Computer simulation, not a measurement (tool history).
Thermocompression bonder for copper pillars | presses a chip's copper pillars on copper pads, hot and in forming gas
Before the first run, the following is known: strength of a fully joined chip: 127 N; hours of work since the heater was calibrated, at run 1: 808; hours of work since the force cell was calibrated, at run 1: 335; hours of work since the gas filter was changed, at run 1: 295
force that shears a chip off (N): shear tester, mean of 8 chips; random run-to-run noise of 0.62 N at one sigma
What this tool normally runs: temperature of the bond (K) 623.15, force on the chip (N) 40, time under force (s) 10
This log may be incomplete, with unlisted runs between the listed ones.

| run | hour | temperature of the bond (K) | force on the chip (N) | time under force (s) | hours of work since the heater was calibrated | hours of work since the force cell was calibrated | hours of work since the gas filter was changed | force that shears a chip off (N) |
|---|---|---|---|---|---|---|---|---|
| 1 | 0 | 623.15 | 40 | 10 | 808 | 335 | 295 | 67.3 |
| 2 | 15.3 | 623.15 | 40 | 10 | 816 | 343 | 304 | 68.3 |
| 3 | 26.2 | 619.15 | 40 | 10 | 823 | 350 | 310 | 66 |
| 4 | 43.7 | 619.15 | 40 | 10 | 832 | 359 | 320 | 66.3 |
| 5 | 56.9 | 619.15 | 40 | 10 | 840 | 367 | 328 | 65.9 |
| 6 | 76.8 | 619.15 | 40 | 10 | 851 | 378 | 339 | 66.2 |
| 7 | 94.4 | 619.15 | 40 | 10 | 861 | 388 | 349 | 65.1 |
| 8 | 108.2 | 619.15 | 40 | 10 | 869 | 396 | 357 | 65.5 |
| 9 | 124 | 623.15 | 40 | 10 | 878 | 405 | 365 | 67.4 |
| 10 | 140.4 | 623.15 | 25 | 10 | 887 | 414 | 375 | 53 |
| 11 | 158.6 | 623.15 | 25 | 10 | 898 | 425 | 385 | 52.6 |
| 12 | 177.4 | 623.15 | 25 | 10 | 908 | 435 | 396 | 53.2 |
| 13 | 197 | 623.15 | 40 | 10 | 919 | 446 | 407 | 67.5 |
| 14 | 217.4 | 623.15 | 40 | 10 | 931 | 458 | 418 | 66.7 |
| 15 | 225.9 | 623.15 | 40 | 10 | 936 | 463 | 423 | 66.4 |
| 16 | 237.3 | 602.15 | 40 | 10 | 942 | 469 | 430 | 56.9 |
| 17 | 255.3 | 593.15 | 33 | 10 | 952 | 479 | 440 | 47 |
|  | 262.2 | forming gas filter changed |
| 18 | 275.4 | 593.15 | 33 | 10 | 963 | 490 | 7 | 48.4 |
| 19 | 293.3 | 593.15 | 33 | 10 | 974 | 501 | 18 | 48.8 |
| 20 | 303.6 | 623.15 | 27 | 10 | 979 | 506 | 23 | 56.5 |
| 21 | 324 | 637.15 | 45 | 9 | 991 | 518 | 35 | 78.1 |
| 22 | 342.9 | 637.15 | 45 | 17 | 1002 | 529 | 46 | 92.2 |
| 23 | 357.2 | 623.15 | 40 | 25 | 1010 | 537 | 54 | 89.5 |
| 24 | 376.2 | 606.15 | 59 | 28 | 1020 | 547 | 65 | 96.3 |
| 25 | 395.2 | 626.15 | 40 | 28 | 1031 | 558 | 75 | 93.8 |
| 26 | 405.9 | 624.15 | 40 | 10 | 1037 | 564 | 81 | 68.7 |
| 27 | 425.1 | 620.15 | 40 | 10 | 1048 | 575 | 92 | 66 |
| 28 | 445.8 | 639.15 | 40 | 10 | 1060 | 587 | 104 | 75 |
| 29 | 457.8 | 599.15 | 59 | 6 | 1067 | 594 | 111 | 58 |
| 30 | 467.5 | 630.15 | 40 | 10 | 1072 | 599 | 116 | 71.4 |

Hidden condition of the tool, last listed run before each entry between runs versus first listed run after:
In the gap between runs 17 and 18: forming gas filter changed (hour 262.2)
  true temperature of the bond over the reading, C: -8.4 -> -8.5; force that reaches the chip, % of what is set: 102.7 -> 102.8; oxide that the forming gas leaves, % of the face: 3.7 -> 0.72
  measured minus no-state result, force that shears a chip off (N): -4.5 -> -3.2
